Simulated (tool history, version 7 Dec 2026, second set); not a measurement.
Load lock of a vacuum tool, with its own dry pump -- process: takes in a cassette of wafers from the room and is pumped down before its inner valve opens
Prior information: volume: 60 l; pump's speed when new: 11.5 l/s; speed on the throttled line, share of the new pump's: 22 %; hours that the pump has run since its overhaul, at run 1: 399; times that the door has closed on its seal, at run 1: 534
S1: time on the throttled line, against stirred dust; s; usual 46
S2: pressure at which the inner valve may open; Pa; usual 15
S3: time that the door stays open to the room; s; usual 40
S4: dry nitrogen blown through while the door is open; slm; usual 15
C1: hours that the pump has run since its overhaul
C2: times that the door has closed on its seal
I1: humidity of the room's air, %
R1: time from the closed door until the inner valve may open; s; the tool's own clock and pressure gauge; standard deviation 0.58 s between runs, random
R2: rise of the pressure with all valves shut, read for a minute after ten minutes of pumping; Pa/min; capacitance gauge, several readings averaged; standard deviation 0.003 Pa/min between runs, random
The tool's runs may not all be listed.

Run 1, hour 0: usual settings; C1 399; C2 534; I1 48.7. Result: R1 82.7 s, R2 0.019 Pa/min.
Run 2, hour 244.4: usual settings; C1 643; C2 1327; I1 44.1. Result: R1 81.3 s, R2 0.021 Pa/min.
Run 3, hour 402.8: usual settings but S2 27 Pa; C1 802; C2 1841; I1 45.7. Result: R1 79.4 s, R2 0.026 Pa/min.
Run 4, hour 538.8: usual settings but S2 27 Pa; C1 938; C2 2282; I1 42.4. Result: R1 79 s, R2 0.03 Pa/min.
Run 5, hour 703.3: usual settings but S2 27 Pa; C1 1102; C2 2816; I1 44.5. Result: R1 78.4 s, R2 0.029 Pa/min.
Run 6, hour 832: usual settings but S2 27 Pa; C1 1231; C2 3234; I1 44.5. Result: R1 80.1 s, R2 0.031 Pa/min.
Run 7, hour 1083.7: usual settings but S2 27 Pa; C1 1482; C2 4050; I1 49.9. Result: R1 79.4 s, R2 0.036 Pa/min.
Run 8, hour 1287.1: usual settings but S2 27 Pa; C1 1686; C2 4710; I1 45.9. Result: R1 80.1 s, R2 0.035 Pa/min.
Run 9, hour 1408.2: usual settings but S2 27 Pa; C1 1807; C2 5104; I1 48.1. Result: R1 78.5 s, R2 0.038 Pa/min.
Run 10, hour 1624.2: usual settings but S2 27 Pa; C1 2023; C2 5804; I1 46.8. Result: R1 79.5 s, R2 0.041 Pa/min.
Run 11, hour 1783.4: usual settings; C1 2182; C2 6321; I1 44.3. Result: R1 82.8 s, R2 0.044 Pa/min.
Run 12, hour 1907.4: usual settings; C1 2306; C2 6723; I1 45.1. Result: R1 82.3 s, R2 0.05 Pa/min.
Run 13, hour 2150.1: usual settings; C1 2549; C2 7510; I1 46.5. Result: R1 83 s, R2 0.055 Pa/min.
Run 14, hour 2377: usual settings; C1 2776; C2 8247; I1 45.5. Result: R1 83.4 s, R2 0.06 Pa/min.
Run 15, hour 2585.2: usual settings but S4 30 slm; C1 2984; C2 8922; I1 41.2. Result: R1 84.2 s, R2 0.055 Pa/min.
Run 16, hour 2808.8: usual settings; C1 3208; C2 9648; I1 45.1. Result: R1 83.4 s, R2 0.067 Pa/min.
Run 17, hour 2975.4: usual settings but S1 38 s, S2 28 Pa, S3 29 s, S4 8 slm; C1 3374; C2 10188; I1 48.5. Result: R1 73.9 s, R2 0.069 Pa/min.
Run 18, hour 3197.5: usual settings but S1 38 s, S2 28 Pa, S3 29 s, S4 8 slm; C1 3596; C2 10909; I1 45. Result: R1 73.9 s, R2 0.076 Pa/min.
Run 19, hour 3370.2: usual settings but S3 38 s, S4 24 slm; C1 3769; C2 11469; I1 43.8. Result: R1 84.9 s, R2 0.075 Pa/min.
Run 20, hour 3617.7: usual settings but S3 38 s, S4 24 slm; C1 4016; C2 12272; I1 46.6. Result: R1 84.3 s, R2 0.083 Pa/min.
Run 21, hour 3795.6: usual settings but S1 76 s, S2 29 Pa, S3 106 s; C1 4194; C2 12850; I1 43.3. Result: R1 102.2 s, R2 0.092 Pa/min.
Run 22, hour 4040.6: usual settings but S1 37 s, S2 21 Pa, S3 197 s; C1 4439; C2 13645; I1 45.2. Result: R1 76.2 s, R2 0.107 Pa/min.
Run 23, hour 4243.7: usual settings but S2 30 Pa; C1 4643; C2 14304; I1 46.1. Result: R1 80.5 s, R2 0.102 Pa/min.
Run 24, hour 4473: usual settings but S1 73 s, S2 30 Pa; C1 4872; C2 15047; I1 43.5. Result: R1 100.6 s, R2 0.103 Pa/min.
Run 25, hour 4582.2: usual settings but S1 48 s, S2 16 Pa; C1 4981; C2 15402; I1 43.1. Result: R1 86.3 s, R2 0.113 Pa/min.
Run 26, hour 4747.9: usual settings but S3 38 s; C1 5147; C2 15940; I1 48.5. Result: R1 84.7 s, R2 0.117 Pa/min.
Run 27, hour 4994.9: usual settings but S3 38 s; C1 5394; C2 16741; I1 45.3. Result: R1 84.3 s, R2 0.127 Pa/min.
Run 28, hour 5110.9: usual settings but S1 36 s, S2 12 Pa, S3 25 s, S4 8 slm; C1 5510; C2 17117; I1 45.9. Result: R1 78.5 s, R2 0.131 Pa/min.
Run 29, hour 5268.8: usual settings but S1 85 s, S2 16 Pa; C1 5668; C2 17630; I1 42.5. Result: R1 115.2 s, R2 0.136 Pa/min.
Run 30, hour 5376.6: usual settings but S2 17 Pa, S3 93 s; C1 5775; C2 17979; I1 45.2. Result: R1 84.5 s, R2 0.142 Pa/min.
Run 31, hour 5486.3: usual settings but S1 50 s, S2 18 Pa, S3 28 s, S4 9 slm; C1 5885; C2 18335; I1 42.3. Result: R1 87.3 s, R2 0.135 Pa/min.
Run 32, hour 5699.1: usual settings but S1 50 s, S2 18 Pa, S3 28 s, S4 9 slm; C1 6098; C2 19026; I1 44.9. Result: R1 86.5 s, R2 0.139 Pa/min.

Forecast each of these 3 alternatives for the next run:
Run A, hour 5813.9: usual settings but S1 45 s, S2 19 Pa, S3 99 s; C1 6213; C2 19398; I1 44.6. Result: R1 ?, R2 ?.
Run B, hour 5813.9: usual settings but S3 58 s, S4 8 slm; C1 6213; C2 19398; I1 45.3. Result: R1 ?, R2 ?.
Run C, hour 5813.9: usual settings but S2 29 Pa; C1 6213; C2 19398; I1 46.8. Result: R1 ?, R2 ?.

run    R1     R2
  A  83.6  0.156
  B  85.6   0.16
  C  81.1   0.14
With the hidden condition removed and each run's random variation left untouched, the same runs would have given:
run    R1     R2
  A  80.2  0.028
  B  82.2  0.034
  C  77.9  0.014
